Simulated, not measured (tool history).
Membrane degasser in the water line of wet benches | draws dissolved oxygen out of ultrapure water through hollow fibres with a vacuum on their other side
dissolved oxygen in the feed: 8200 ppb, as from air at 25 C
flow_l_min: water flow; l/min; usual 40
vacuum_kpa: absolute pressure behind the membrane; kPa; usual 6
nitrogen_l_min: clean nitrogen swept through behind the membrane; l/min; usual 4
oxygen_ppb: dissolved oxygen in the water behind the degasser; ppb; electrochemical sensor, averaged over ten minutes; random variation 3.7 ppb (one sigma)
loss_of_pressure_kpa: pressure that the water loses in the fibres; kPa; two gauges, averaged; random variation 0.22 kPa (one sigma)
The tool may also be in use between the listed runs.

Run 1, hour 0: usual settings. Result: oxygen_ppb 366.3 ppb, loss_of_pressure_kpa 54.36 kPa.
Run 2, hour 66: usual settings. Result: oxygen_ppb 363.7 ppb, loss_of_pressure_kpa 54.1 kPa.
Run 3, hour 99.7: usual settings. Result: oxygen_ppb 368.1 ppb, loss_of_pressure_kpa 54.74 kPa.
Run 4, hour 169.5: usual settings but nitrogen_l_min 6.12 l/min. Result: oxygen_ppb 352.8 ppb, loss_of_pressure_kpa 54.07 kPa.
Run 5, hour 230.9: usual settings but nitrogen_l_min 6.12 l/min. Result: oxygen_ppb 352.9 ppb, loss_of_pressure_kpa 54.88 kPa.
Run 6, hour 264.9: usual settings. Result: oxygen_ppb 364.7 ppb, loss_of_pressure_kpa 54.56 kPa.
Run 7, hour 337.7: usual settings. Result: oxygen_ppb 359.3 ppb, loss_of_pressure_kpa 54.59 kPa.
Run 8, hour 377.7: usual settings. Result: oxygen_ppb 369.2 ppb, loss_of_pressure_kpa 54.13 kPa.
Run 9, hour 446.1: usual settings. Result: oxygen_ppb 368.1 ppb, loss_of_pressure_kpa 54.16 kPa.
Run 10, hour 482.6: usual settings. Result: oxygen_ppb 361.8 ppb, loss_of_pressure_kpa 54.44 kPa.
Run 11, hour 543: usual settings. Result: oxygen_ppb 370.2 ppb, loss_of_pressure_kpa 54.2 kPa.
Run 12, hour 579.3: usual settings. Result: oxygen_ppb 368.6 ppb, loss_of_pressure_kpa 54.62 kPa.
Run 13, hour 643.9: usual settings. Result: oxygen_ppb 364.9 ppb, loss_of_pressure_kpa 54.33 kPa.
Run 14, hour 681.8: usual settings but nitrogen_l_min 6.47 l/min. Result: oxygen_ppb 347.2 ppb, loss_of_pressure_kpa 54.39 kPa.
Run 15, hour 731.7: usual settings but nitrogen_l_min 6.47 l/min. Result: oxygen_ppb 347.1 ppb, loss_of_pressure_kpa 54.49 kPa.
Run 16, hour 803.8: usual settings but nitrogen_l_min 5.28 l/min. Result: oxygen_ppb 351.3 ppb, loss_of_pressure_kpa 54.29 kPa.
Run 17, hour 873: usual settings but flow_l_min 37 l/min, vacuum_kpa 5.18 kPa, nitrogen_l_min 7.59 l/min. Result: oxygen_ppb 276 ppb, loss_of_pressure_kpa 50.11 kPa.
Run 18, hour 910.8: usual settings but flow_l_min 25 l/min, vacuum_kpa 5.18 kPa, nitrogen_l_min 7.59 l/min. Result: oxygen_ppb 97 ppb, loss_of_pressure_kpa 33.81 kPa.
Run 19, hour 965.4: usual settings but flow_l_min 25 l/min, vacuum_kpa 5.18 kPa, nitrogen_l_min 7.59 l/min. Result: oxygen_ppb 97.1 ppb, loss_of_pressure_kpa 34.2 kPa.
Run 20, hour 1029: usual settings but flow_l_min 26 l/min, vacuum_kpa 12.26 kPa, nitrogen_l_min 6.11 l/min. Result: oxygen_ppb 183.1 ppb, loss_of_pressure_kpa 35.38 kPa.
Run 21, hour 1074.5: usual settings but flow_l_min 26 l/min, vacuum_kpa 4.54 kPa, nitrogen_l_min 2.38 l/min. Result: oxygen_ppb 126.2 ppb, loss_of_pressure_kpa 35.41 kPa.
Run 22, hour 1132.9: usual settings but flow_l_min 63 l/min, vacuum_kpa 12.83 kPa, nitrogen_l_min 2.44 l/min. Result: oxygen_ppb 1170.4 ppb, loss_of_pressure_kpa 85.89 kPa.
Run 23, hour 1174.6: usual settings but flow_l_min 63 l/min, vacuum_kpa 12.83 kPa, nitrogen_l_min 2.44 l/min. Result: oxygen_ppb 1211.6 ppb, loss_of_pressure_kpa 85.73 kPa.
Run 24, hour 1253: usual settings but vacuum_kpa 11.66 kPa, nitrogen_l_min 9.37 l/min. Result: oxygen_ppb 385.1 ppb, loss_of_pressure_kpa 54.29 kPa.
Run 25, hour 1294.7: usual settings but vacuum_kpa 11.66 kPa, nitrogen_l_min 9.37 l/min. Result: oxygen_ppb 384.1 ppb, loss_of_pressure_kpa 54.28 kPa.
Run 26, hour 1372.5: usual settings but flow_l_min 43 l/min, vacuum_kpa 7.16 kPa. Result: oxygen_ppb 449.7 ppb, loss_of_pressure_kpa 58.57 kPa.
Run 27, hour 1440.6: usual settings but flow_l_min 45 l/min, nitrogen_l_min 6.5 l/min. Result: oxygen_ppb 441 ppb, loss_of_pressure_kpa 61.41 kPa.
Run 28, hour 1477.2: usual settings but flow_l_min 45 l/min, nitrogen_l_min 6.5 l/min. Result: oxygen_ppb 439.5 ppb, loss_of_pressure_kpa 61.41 kPa.
Run 29, hour 1537.4: usual settings but flow_l_min 45 l/min, nitrogen_l_min 9.04 l/min. Result: oxygen_ppb 420.8 ppb, loss_of_pressure_kpa 61.44 kPa.
Run 30, hour 1612.4: usual settings but flow_l_min 62 l/min, nitrogen_l_min 1.84 l/min. Result: oxygen_ppb 913.6 ppb, loss_of_pressure_kpa 84.52 kPa.
Run 31, hour 1665.7: usual settings but flow_l_min 62 l/min, nitrogen_l_min 1.84 l/min. Result: oxygen_ppb 904.9 ppb, loss_of_pressure_kpa 84.2 kPa.

5 ways to go on from here, each from the tool as it stands after run 31. What would each give?
Run A, hour 1732.1: usual settings but vacuum_kpa 11.11 kPa, nitrogen_l_min 4.37 l/min. Result: oxygen_ppb ?, loss_of_pressure_kpa ?.
Run B, hour 1732.1: usual settings but vacuum_kpa 9.7 kPa. Result: oxygen_ppb ?, loss_of_pressure_kpa ?.
Run C, hour 1732.1: usual settings but flow_l_min 62 l/min, vacuum_kpa 14.15 kPa, nitrogen_l_min 1.84 l/min. Result: oxygen_ppb ?, loss_of_pressure_kpa ?.
Run D, hour 1732.1: usual settings but flow_l_min 39 l/min, vacuum_kpa 7.94 kPa, nitrogen_l_min 2.9 l/min. Result: oxygen_ppb ?, loss_of_pressure_kpa ?.
Run E, hour 1732.1: usual settings but flow_l_min 62 l/min, nitrogen_l_min 3.28 l/min. Result: oxygen_ppb ?, loss_of_pressure_kpa ?.

run  oxygen_ppb  loss_of_pressure_kpa
  A       454.1                 54.07
  B       446.8                 54.17
  C      1332.8                 84.87
  D       421.9                 52.81
  E       844.8                 84.33
Without the tool's hidden state the same runs would have given:
run  oxygen_ppb  loss_of_pressure_kpa
  A       453.7                 54.06
  B       446.5                 54.15
  C      1332.3                 84.84
  D       421.6                 52.79
  E       844.3                  84.3

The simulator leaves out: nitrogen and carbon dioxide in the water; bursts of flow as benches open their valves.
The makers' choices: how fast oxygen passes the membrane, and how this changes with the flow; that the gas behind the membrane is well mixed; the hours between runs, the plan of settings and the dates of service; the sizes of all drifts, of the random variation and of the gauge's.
